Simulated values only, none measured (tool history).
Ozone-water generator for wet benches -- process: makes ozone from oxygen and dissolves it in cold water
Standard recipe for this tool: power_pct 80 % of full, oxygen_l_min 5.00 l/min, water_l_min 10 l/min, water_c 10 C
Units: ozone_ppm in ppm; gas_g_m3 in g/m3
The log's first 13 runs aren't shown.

| run | hour | power_pct | oxygen_l_min | water_l_min | water_c | hours of work since the electrodes were changed | hours of work since the contactor was cleaned | hours of work since the thermometer was calibrated | ozone_ppm | gas_g_m3 |
|---|---|---|---|---|---|---|---|---|---|---|
| 14 | 283.3 | 80 | 5.00 | 10 | 10 | 357 | 1615 | 52 | 27.6 | 167.8 |
| 15 | 300.0 | 80 | 5.00 | 10 | 10 | 372 | 1630 | 67 | 27.7 | 169.2 |
| 16 | 314.2 | 80 | 5.00 | 10 | 10 | 384 | 1643 | 79 | 27.8 | 168.0 |
| 17 | 340.3 | 80 | 5.00 | 10 | 10 | 407 | 1666 | 102 | 27.4 | 167.7 |
|  | 353.6 | water thermometer calibrated, once more |
| 18 | 371.4 | 80 | 4.44 | 11 | 10 | 434 | 1693 | 16 | 26.3 | 181.2 |
| 19 | 395.3 | 52 | 4.44 | 11 | 14 | 456 | 1714 | 37 | 19.6 | 140.6 |
| 20 | 419.4 | 45 | 5.00 | 8 | 10 | 477 | 1736 | 58 | 23.3 | 122.0 |
| 21 | 449.5 | 45 | 5.00 | 8 | 10 | 504 | 1762 | 85 | 23.0 | 121.7 |
| 22 | 462.6 | 45 | 5.00 | 8 | 10 | 515 | 1774 | 97 | 23.4 | 121.7 |
| 23 | 484.5 | 80 | 3.87 | 10 | 5 | 535 | 1793 | 116 | 31.1 | 197.2 |
| 24 | 510.6 | 50 | 3.87 | 10 | 13 | 558 | 1816 | 139 | 21.0 | 150.5 |
| 25 | 540.2 | 42 | 8.37 | 7 | 17 | 584 | 1843 | 165 | 17.1 | 83.9 |
| 26 | 562.9 | 81 | 5.00 | 9 | 7 | 604 | 1863 | 186 | 31.3 | 167.6 |
| 27 | 580.8 | 80 | 7.02 | 10 | 7 | 620 | 1879 | 201 | 27.1 | 133.5 |
| 28 | 594.1 | 73 | 5.00 | 10 | 8 | 632 | 1890 | 213 | 27.3 | 157.4 |
| 29 | 610.0 | 80 | 4.91 | 8 | 10 | 646 | 1905 | 227 | 32.2 | 168.1 |
| 30 | 630.5 | 80 | 5.00 | 12 | 10 | 664 | 1923 | 246 | 24.4 | 167.6 |
| 31 | 660.4 | 80 | 5.00 | 12 | 10 | 691 | 1949 | 272 | 24.2 | 165.1 |
| 32 | 690.9 | 80 | 5.00 | 12 | 13 | 718 | 1976 | 299 | 22.9 | 167.5 |

Predict each of these 5 candidate next runs independently; none follows another, all start after run 32:
| A | 717.0 | 80 | 5.00 | 6 | 13 | 741 | 1999 | 322 | ? | ? |
| B | 717.0 | 85 | 4.34 | 10 | 8 | 741 | 1999 | 322 | ? | ? |
| C | 717.0 | 80 | 5.27 | 12 | 13 | 741 | 1999 | 322 | ? | ? |
| D | 717.0 | 100 | 5.00 | 11 | 5 | 741 | 1999 | 322 | ? | ? |
| E | 717.0 | 76 | 4.31 | 9 | 10 | 741 | 1999 | 322 | ? | ? |

| run | ozone_ppm | gas_g_m3 |
|---|---|---|
| A | 34.7 | 166.9 |
| B | 30.1 | 189.0 |
| C | 22.8 | 161.4 |
| D | 31.7 | 185.3 |
| E | 29.4 | 177.3 |
With no hidden state in the tool, these same runs would have given:
| run | ozone_ppm | gas_g_m3 |
|---|---|---|
| A | 35.6 | 168.1 |
| B | 31.0 | 190.4 |
| C | 23.5 | 162.5 |
| D | 32.7 | 186.8 |
| E | 30.3 | 178.5 |
